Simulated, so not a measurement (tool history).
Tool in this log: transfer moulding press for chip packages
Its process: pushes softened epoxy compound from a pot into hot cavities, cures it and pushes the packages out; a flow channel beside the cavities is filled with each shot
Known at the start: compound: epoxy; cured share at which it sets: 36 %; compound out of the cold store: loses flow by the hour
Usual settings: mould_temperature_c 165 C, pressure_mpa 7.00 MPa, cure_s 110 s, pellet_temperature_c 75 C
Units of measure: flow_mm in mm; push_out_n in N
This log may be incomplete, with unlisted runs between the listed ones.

run,hour,mould_temperature_c,pressure_mpa,cure_s,pellet_temperature_c,incoming compound's hours out of the cold store,flow_mm,push_out_n
1,0.0,165,7.00,110,75,36.3,889,618
2,10.0,165,7.00,110,80,38.6,877,681
3,25.3,165,7.00,110,80,14.5,949,748
4,41.9,165,7.00,110,80,40.3,863,766
5,58.4,165,7.00,136,80,45.1,839,714
6,69.6,165,7.00,136,80,46.4,824,764
# hour 76.9: cavities cleaned with cleaning compound and waxed
7,87.4,165,5.38,136,80,16.4,818,523
8,96.6,165,5.38,136,80,16.1,832,567
9,105.1,165,7.00,110,75,12.1,953,678
10,120.5,165,7.00,110,75,9.3,970,751
11,136.5,165,7.00,110,75,45.3,817,806
12,150.3,165,7.00,110,75,38.4,849,825
13,166.6,165,7.00,110,75,30.0,881,845
# hour 171.9: cavities cleaned with cleaning compound and waxed
14,186.1,165,7.55,110,75,27.0,932,617
15,202.7,165,7.00,110,75,19.8,912,709
16,214.0,165,5.85,110,79,32.2,789,750
17,225.5,173,7.00,110,75,42.4,811,698
18,233.6,165,7.01,112,75,39.4,842,772
19,243.2,165,7.01,112,75,34.7,858,851
20,259.9,165,6.27,123,75,14.2,883,788
# hour 266.5: cavities cleaned with cleaning compound and waxed
21,269.1,172,6.27,117,78,32.6,800,481
22,282.5,163,6.47,116,84,46.9,785,628
23,293.7,163,6.47,116,84,32.2,830,703
24,310.8,161,8.67,95,77,31.1,975,1206
25,327.5,161,8.67,95,77,24.2,990,1305
26,345.1,161,8.67,147,70,39.3,949,747
27,356.5,171,6.54,128,78,21.1,838,741
# hour 360.9: cavities cleaned with cleaning compound and waxed
28,370.3,172,5.94,126,66,9.6,851,502
29,386.4,165,7.00,110,77,13.8,907,687
30,403.6,165,7.00,110,77,11.3,914,792

Each row is a separate what-if for the run after 30, all from the same tool condition, not one after another. Results?
A,419.7,166,5.54,110,75,23.8,?,?
B,419.7,165,6.33,98,75,29.5,?,?
C,419.7,159,7.00,110,77,21.6,?,?

run,flow_mm,push_out_n
A,784,777
B,811,973
C,893,1136
Take away the tool's hidden state, keep each run's random variation, and the runs would have read:
run,flow_mm,push_out_n
A,835,494
B,864,610
C,951,703
